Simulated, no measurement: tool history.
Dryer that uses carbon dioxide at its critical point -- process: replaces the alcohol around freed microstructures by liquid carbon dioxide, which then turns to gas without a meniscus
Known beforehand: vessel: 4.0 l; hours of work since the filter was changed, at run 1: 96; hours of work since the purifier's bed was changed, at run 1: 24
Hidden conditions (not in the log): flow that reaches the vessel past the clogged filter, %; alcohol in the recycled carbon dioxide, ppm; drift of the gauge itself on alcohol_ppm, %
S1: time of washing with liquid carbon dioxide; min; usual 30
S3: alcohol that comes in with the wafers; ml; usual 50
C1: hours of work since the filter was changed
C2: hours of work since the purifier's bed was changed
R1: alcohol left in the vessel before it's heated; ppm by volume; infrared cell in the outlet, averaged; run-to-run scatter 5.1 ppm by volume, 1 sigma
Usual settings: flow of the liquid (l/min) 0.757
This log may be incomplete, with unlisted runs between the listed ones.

run 1 hour=0.0 | S1=30 flow_of_the_liquid_(l/min)=0.757 S3=50 | C1=96 C2=24 | R1=65
run 2 hour=5.2 | S1=30 flow_of_the_liquid_(l/min)=0.757 S3=50 | C1=98 C2=26 | R1=67
run 3 hour=11.4 | S1=30 flow_of_the_liquid_(l/min)=0.757 S3=50 | C1=101 C2=28 | R1=59
run 4 hour=19.4 | S1=30 flow_of_the_liquid_(l/min)=0.757 S3=50 | C1=104 C2=31 | R1=62
run 5 hour=26.3 | S1=30 flow_of_the_liquid_(l/min)=0.757 S3=50 | C1=106 C2=34 | R1=63
run 6 hour=32.4 | S1=30 flow_of_the_liquid_(l/min)=0.757 S3=50 | C1=109 C2=37 | R1=64
run 7 hour=37.0 | S1=30 flow_of_the_liquid_(l/min)=0.757 S3=50 | C1=111 C2=38 | R1=64
run 8 hour=45.5 | S1=30 flow_of_the_liquid_(l/min)=0.757 S3=50 | C1=114 C2=42 | R1=72
run 9 hour=50.6 | S1=30 flow_of_the_liquid_(l/min)=0.757 S3=50 | C1=116 C2=44 | R1=74
run 10 hour=58.5 | S1=24 flow_of_the_liquid_(l/min)=0.757 S3=50 | C1=119 C2=47 | R1=177
run 11 hour=65.2 | S1=24 flow_of_the_liquid_(l/min)=0.757 S3=28 | C1=122 C2=49 | R1=99
run 12 hour=75.3 | S1=30 flow_of_the_liquid_(l/min)=0.757 S3=80 | C1=126 C2=54 | R1=98
run 13 hour=83.4 | S1=30 flow_of_the_liquid_(l/min)=0.757 S3=80 | C1=129 C2=57 | R1=110
run 14 hour=88.6 | S1=30 flow_of_the_liquid_(l/min)=0.757 S3=80 | C1=131 C2=59 | R1=102
run 15 hour=93.2 | S1=30 flow_of_the_liquid_(l/min)=0.757 S3=31 | C1=133 C2=61 | R1=50
run 16 hour=98.3 | S1=20 flow_of_the_liquid_(l/min)=0.757 S3=50 | C1=135 C2=63 | R1=351
run 17 hour=104.4 | S1=30 flow_of_the_liquid_(l/min)=0.757 S3=50 | C1=137 C2=65 | R1=71
run 18 hour=112.3 | S1=30 flow_of_the_liquid_(l/min)=0.757 S3=50 | C1=141 C2=68 | R1=74
run 19 hour=119.1 | S1=30 flow_of_the_liquid_(l/min)=0.757 S3=50 | C1=143 C2=71 | R1=72
run 20 hour=124.6 | S1=47 flow_of_the_liquid_(l/min)=0.757 S3=50 | C1=145 C2=73 | R1=30
run 21 hour=135.1 | S1=47 flow_of_the_liquid_(l/min)=0.757 S3=50 | C1=150 C2=77 | R1=35
run 22 hour=141.6 | S1=31 flow_of_the_liquid_(l/min)=0.769 S3=53 | C1=152 C2=80 | R1=73

Run 23 comes next. What will it give?
run 23 hour=148.1 | S1=30 flow_of_the_liquid_(l/min)=1.286 S3=42 | C1=155 C2=82 | R1=?

R1: 29 ppm by volume
The same run, on a tool lacking any hidden state, would have yielded R1 10 ppm by volume.
